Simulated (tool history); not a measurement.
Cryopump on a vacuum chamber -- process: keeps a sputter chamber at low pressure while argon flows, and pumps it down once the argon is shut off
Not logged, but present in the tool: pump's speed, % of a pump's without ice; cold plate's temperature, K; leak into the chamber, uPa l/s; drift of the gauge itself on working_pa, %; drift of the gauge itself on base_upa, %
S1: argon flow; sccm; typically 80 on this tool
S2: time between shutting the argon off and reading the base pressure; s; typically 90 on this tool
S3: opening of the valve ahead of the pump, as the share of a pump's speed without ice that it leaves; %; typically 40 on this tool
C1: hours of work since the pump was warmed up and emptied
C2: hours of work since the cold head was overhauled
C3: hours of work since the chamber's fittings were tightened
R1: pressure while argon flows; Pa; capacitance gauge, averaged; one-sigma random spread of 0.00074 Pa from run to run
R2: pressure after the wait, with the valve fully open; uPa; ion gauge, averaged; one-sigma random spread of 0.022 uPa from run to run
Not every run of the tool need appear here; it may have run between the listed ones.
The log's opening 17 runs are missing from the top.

{"run": 18, "hour": 258.8, "S1": 96, "S2": 90, "S3": 40, "C1": 522, "C2": 522, "C3": 1031, "R1": 0.1705, "R2": 1.22}
{"run": 19, "hour": 271.0, "S1": 96, "S2": 90, "S3": 40, "C1": 533, "C2": 533, "C3": 1042, "R1": 0.1704, "R2": 1.18}
{"run": 20, "hour": 288.8, "S1": 96, "S2": 234, "S3": 30, "C1": 548, "C2": 548, "C3": 1057, "R1": 0.2278, "R2": 0.92}
{"run": 21, "hour": 310.9, "S1": 80, "S2": 145, "S3": 40, "C1": 567, "C2": 567, "C3": 1076, "R1": 0.144, "R2": 1.07}
{"run": 22, "hour": 326.2, "S1": 33, "S2": 227, "S3": 31, "C1": 580, "C2": 580, "C3": 1089, "R1": 0.0756, "R2": 0.94}
{"run": 23, "hour": 344.7, "S1": 76, "S2": 207, "S3": 40, "C1": 596, "C2": 596, "C3": 1105, "R1": 0.1354, "R2": 0.97}
{"run": 24, "hour": 361.6, "S1": 76, "S2": 207, "S3": 40, "C1": 611, "C2": 611, "C3": 1120, "R1": 0.1361, "R2": 0.98}
{"run": 25, "hour": 380.4, "S1": 76, "S2": 207, "S3": 40, "C1": 627, "C2": 627, "C3": 1136, "R1": 0.136, "R2": 0.97}
{"run": 26, "hour": 389.9, "S1": 32, "S2": 90, "S3": 57, "C1": 635, "C2": 635, "C3": 1144, "R1": 0.041, "R2": 1.24}
{"run": 27, "hour": 411.7, "S1": 112, "S2": 90, "S3": 57, "C1": 654, "C2": 654, "C3": 1163, "R1": 0.1445, "R2": 1.26}
{"run": 28, "hour": 427.0, "S1": 112, "S2": 91, "S3": 17, "C1": 667, "C2": 667, "C3": 1177, "R1": 0.4579, "R2": 1.31}
{"run": 29, "hour": 440.3, "S1": 54, "S2": 44, "S3": 24, "C1": 679, "C2": 679, "C3": 1188, "R1": 0.1586, "R2": 1.84}
{"run": 30, "hour": 451.8, "S1": 100, "S2": 90, "S3": 21, "C1": 689, "C2": 689, "C3": 1198, "R1": 0.3335, "R2": 1.28}
{"run": 31, "hour": 464.2, "S1": 80, "S2": 129, "S3": 26, "C1": 700, "C2": 700, "C3": 1209, "R1": 0.2183, "R2": 1.21}
{"run": 32, "hour": 475.6, "S1": 80, "S2": 295, "S3": 47, "C1": 709, "C2": 709, "C3": 1218, "R1": 0.1243, "R2": 0.99}
{"run": 33, "hour": 486.7, "S1": 80, "S2": 295, "S3": 47, "C1": 719, "C2": 719, "C3": 1228, "R1": 0.1249, "R2": 0.97}
{"run": 34, "hour": 503.8, "S1": 80, "S2": 295, "S3": 47, "C1": 734, "C2": 734, "C3": 1243, "R1": 0.1238, "R2": 0.99}
{"run": 35, "hour": 524.7, "S1": 80, "S2": 52, "S3": 40, "C1": 752, "C2": 752, "C3": 1261, "R1": 0.1448, "R2": 1.71}

Predict each of these 3 candidate next runs independently; none follows another, all start after run 35:
{"run": "A", "hour": 535.2, "S1": 154, "S2": 90, "S3": 42, "C1": 761, "C2": 761, "C3": 1270, "R1": "?", "R2": "?"}
{"run": "B", "hour": 535.2, "S1": 80, "S2": 90, "S3": 21, "C1": 761, "C2": 761, "C3": 1270, "R1": "?", "R2": "?"}
{"run": "C", "hour": 535.2, "S1": 69, "S2": 100, "S3": 22, "C1": 761, "C2": 761, "C3": 1270, "R1": "?", "R2": "?"}

run=A R1=0.2664 R2=1.39
run=B R1=0.2699 R2=1.37
run=C R1=0.2211 R2=1.34
Stripped of hidden state, with their random variation kept, the same runs would have yielded:
run=A R1=0.2483 R2=0.66
run=B R1=0.2605 R2=0.66
run=C R1=0.213 R2=0.61

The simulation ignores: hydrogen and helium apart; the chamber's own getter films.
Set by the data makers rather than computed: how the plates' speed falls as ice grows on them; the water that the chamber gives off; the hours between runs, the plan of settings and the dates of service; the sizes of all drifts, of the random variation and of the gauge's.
